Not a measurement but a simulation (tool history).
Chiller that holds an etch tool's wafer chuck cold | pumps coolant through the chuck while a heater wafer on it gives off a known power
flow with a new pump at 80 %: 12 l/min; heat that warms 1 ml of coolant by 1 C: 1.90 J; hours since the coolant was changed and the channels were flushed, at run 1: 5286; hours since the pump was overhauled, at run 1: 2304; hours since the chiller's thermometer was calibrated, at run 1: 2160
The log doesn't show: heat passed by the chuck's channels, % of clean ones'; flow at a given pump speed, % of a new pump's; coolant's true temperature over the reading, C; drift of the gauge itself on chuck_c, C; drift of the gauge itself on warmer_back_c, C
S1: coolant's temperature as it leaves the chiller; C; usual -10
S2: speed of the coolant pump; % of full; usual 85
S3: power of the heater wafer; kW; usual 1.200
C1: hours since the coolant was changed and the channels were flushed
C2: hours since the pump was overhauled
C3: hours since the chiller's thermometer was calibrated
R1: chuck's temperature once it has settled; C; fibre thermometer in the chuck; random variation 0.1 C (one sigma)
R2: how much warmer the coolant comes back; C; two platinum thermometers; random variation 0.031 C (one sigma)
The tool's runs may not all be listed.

{"run": 1, "hour": 0.0, "S1": -10, "S2": 85, "S3": 1.2, "C1": 5286, "C2": 2304, "C3": 2160, "R1": -0.6, "R2": 3.14}
{"run": 2, "hour": 70.8, "S1": -10, "S2": 85, "S3": 1.2, "C1": 5357, "C2": 2374, "C3": 2230, "R1": -0.4, "R2": 3.22}
{"run": 3, "hour": 127.8, "S1": -10, "S2": 85, "S3": 1.2, "C1": 5414, "C2": 2431, "C3": 2288, "R1": -0.4, "R2": 3.18}
{"run": 4, "hour": 162.7, "S1": -10, "S2": 85, "S3": 1.2, "C1": 5449, "C2": 2466, "C3": 2322, "R1": -0.4, "R2": 3.18}
{"hour": 170.9, "done": "coolant pump overhauled"}
{"run": 5, "hour": 202.6, "S1": -10, "S2": 85, "S3": 1.2, "C1": 5484, "C2": 32, "C3": 2357, "R1": -0.3, "R2": 3.29}
{"run": 6, "hour": 251.8, "S1": -10, "S2": 85, "S3": 1.2, "C1": 5533, "C2": 81, "C3": 2406, "R1": -0.4, "R2": 3.28}

The next listed run, before its measurement:
{"run": 7, "hour": 297.3, "S1": -9, "S2": 86, "S3": 1.2, "C1": 5579, "C2": 126, "C3": 2452, "R1": "?", "R2": "?"}

{"run 7": {"R1": 0.6, "R2": 3.25}}
Without the tool's hidden state the same run would have given R1 -1.3 C, R2 2.95 C.
